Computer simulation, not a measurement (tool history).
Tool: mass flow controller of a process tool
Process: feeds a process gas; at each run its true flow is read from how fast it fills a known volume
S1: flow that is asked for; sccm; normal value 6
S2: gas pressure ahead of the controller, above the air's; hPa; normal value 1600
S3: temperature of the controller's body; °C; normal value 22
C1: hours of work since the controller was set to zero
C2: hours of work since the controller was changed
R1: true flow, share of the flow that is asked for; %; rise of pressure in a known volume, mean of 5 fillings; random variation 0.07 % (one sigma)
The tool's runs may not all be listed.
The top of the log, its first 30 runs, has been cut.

run 31 hour=10554.9 | S1=3 S2=1600 S3=22 | C1=3752 C2=11700 | R1=98.51
run 32 hour=10833.2 | S1=6 S2=1570 S3=30 | C1=3925 C2=11873 | R1=98.00
run 33 hour=11145.0 | S1=19 S2=2350 S3=23 | C1=4119 C2=12067 | R1=101.08
run 34 hour=11352.6 | S1=5 S2=2750 S3=25 | C1=4249 C2=12196 | R1=99.07
run 35 hour=11693.1 | S1=7 S2=1770 S3=25 | C1=4461 C2=12408 | R1=98.92
run 36 hour=12028.4 | S1=6 S2=1770 S3=25 | C1=4669 C2=12617 | R1=98.93
run 37 hour=12346.7 | S1=9 S2=1620 S3=34 | C1=4867 C2=12815 | R1=98.54
run 38 hour=12638.1 | S1=9 S2=1620 S3=29 | C1=5049 C2=12996 | R1=99.05
run 39 hour=12890.3 | S1=9 S2=1620 S3=20 | C1=5206 C2=13153 | R1=100.16
run 40 hour=13241.7 | S1=6 S2=2680 S3=22 | C1=5424 C2=13372 | R1=100.26
run 41 hour=13610.0 | S1=3 S2=1600 S3=23 | C1=5654 C2=13601 | R1=99.08
run 42 hour=14007.8 | S1=10 S2=1610 S3=31 | C1=5901 C2=13849 | R1=99.34
-- hour=14165.3 gauge calibrated
run 43 hour=14383.6 | S1=10 S2=1610 S3=31 | C1=6135 C2=14083 | R1=97.83
run 44 hour=14674.2 | S1=3 S2=1570 S3=32 | C1=6316 C2=14264 | R1=96.69

Run 45, settings as shown, results not yet in. Your forecast:
run 45 hour=15091.5 | S1=11 S2=1790 S3=24 | C1=6576 C2=14523 | R1=?

R1: 98.95 %
The same run, on a tool lacking any hidden state, would have yielded R1 98.72 %.
